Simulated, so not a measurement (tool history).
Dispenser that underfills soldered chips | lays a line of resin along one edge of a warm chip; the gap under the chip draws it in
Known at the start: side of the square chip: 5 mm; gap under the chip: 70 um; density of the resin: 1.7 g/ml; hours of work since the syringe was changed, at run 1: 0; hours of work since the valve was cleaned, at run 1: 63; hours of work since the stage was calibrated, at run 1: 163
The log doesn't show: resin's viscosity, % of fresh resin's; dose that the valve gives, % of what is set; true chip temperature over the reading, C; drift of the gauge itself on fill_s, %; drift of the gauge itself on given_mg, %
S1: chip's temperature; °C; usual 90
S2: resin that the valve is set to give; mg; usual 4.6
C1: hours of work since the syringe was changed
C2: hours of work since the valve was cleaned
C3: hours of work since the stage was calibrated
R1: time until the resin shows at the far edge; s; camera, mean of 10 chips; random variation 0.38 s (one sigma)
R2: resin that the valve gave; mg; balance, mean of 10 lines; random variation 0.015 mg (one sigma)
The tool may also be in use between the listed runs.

| run | day | S1 | S2 | C1 | C2 | C3 | R1 | R2 |
|---|---|---|---|---|---|---|---|---|
| 1 | 0 | 90 | 4.6 | 0 | 63 | 163 | 24 | 4.34 |
| 2 | 0.171 | 79 | 4.6 | 4 | 66 | 166 | 43.2 | 4.37 |
| 3 | 0.342 | 79 | 4.6 | 7 | 69 | 169 | 53.5 | 4.36 |
|  | 0.467 | new syringe of resin |
| 4 | 0.633 | 90 | 4.6 | 3 | 74 | 174 | 26.8 | 4.34 |
| 5 | 0.796 | 83 | 4.6 | 6 | 77 | 177 | 42.6 | 4.3 |
|  | 0.938 | new syringe of resin |
| 6 | 1.1 | 83 | 4.6 | 3 | 83 | 183 | 35.6 | 4.29 |
| 7 | 1.238 | 83 | 4.45 | 6 | 86 | 186 | 42.3 | 4.13 |
|  | 1.412 | new syringe of resin |
| 8 | 1.442 | 83 | 5.1 | 1 | 89 | 189 | 30 | 4.73 |
|  | 1.621 | dispensing valve cleaned and set on the balance |
| 9 | 1.621 | 83 | 5.1 | 3 | 0 | 192 | 35.5 | 5.09 |
| 10 | 1.842 | 86 | 4.6 | 7 | 4 | 196 | 40.3 | 4.56 |
|  | 1.938 | new syringe of resin |
| 11 | 2.138 | 104 | 4.6 | 4 | 9 | 201 | 16.9 | 4.58 |
| 12 | 2.275 | 90 | 4.6 | 6 | 12 | 204 | 32.7 | 4.56 |
|  | 2.421 | new syringe of resin |
| 13 | 2.425 | 90 | 4.6 | 0 | 15 | 206 | 22.4 | 4.55 |
| 14 | 2.638 | 90 | 4.6 | 4 | 19 | 210 | 27.9 | 4.53 |
| 15 | 2.808 | 90 | 4.6 | 7 | 22 | 214 | 34.7 | 4.54 |
|  | 2.896 | new syringe of resin |
| 16 | 2.979 | 90 | 5.99 | 2 | 25 | 217 | 23.3 | 5.9 |
| 17 | 3.267 | 90 | 5.99 | 7 | 30 | 222 | 33.4 | 5.85 |
|  | 3.379 | new syringe of resin |
| 18 | 3.575 | 90 | 4.6 | 4 | 36 | 227 | 28.1 | 4.45 |
|  | 3.867 | new syringe of resin |
| 19 | 3.879 | 104 | 4.6 | 0 | 41 | 233 | 13.9 | 4.43 |
| 20 | 4.083 | 104 | 4.6 | 4 | 45 | 237 | 17.1 | 4.44 |
| 21 | 4.292 | 97 | 5.97 | 8 | 49 | 241 | 27.5 | 5.72 |
|  | 4.338 | new syringe of resin |
| 22 | 4.438 | 80 | 5.72 | 2 | 51 | 243 | 35.1 | 5.46 |
| 23 | 4.604 | 80 | 5.72 | 5 | 55 | 246 | 42.3 | 5.46 |
|  | 4.825 | new syringe of resin |
| 24 | 4.825 | 80 | 5.72 | 0 | 58 | 250 | 31.5 | 5.44 |
| 25 | 4.962 | 79 | 4.62 | 3 | 61 | 253 | 38.5 | 4.39 |
| 26 | 5.183 | 79 | 4.62 | 7 | 65 | 257 | 49.5 | 4.36 |
|  | 5.304 | new syringe of resin |
| 27 | 5.358 | 79 | 4.62 | 1 | 68 | 260 | 36 | 4.38 |

Forecast run 28:
| 28 | 5.521 | 78 | 5.04 | 4 | 71 | 263 | ? | ? |

R1: 45.4 s
R2: 4.74 mg
Without the tool's hidden state the same run would have given R1 37 s, R2 5.04 mg.

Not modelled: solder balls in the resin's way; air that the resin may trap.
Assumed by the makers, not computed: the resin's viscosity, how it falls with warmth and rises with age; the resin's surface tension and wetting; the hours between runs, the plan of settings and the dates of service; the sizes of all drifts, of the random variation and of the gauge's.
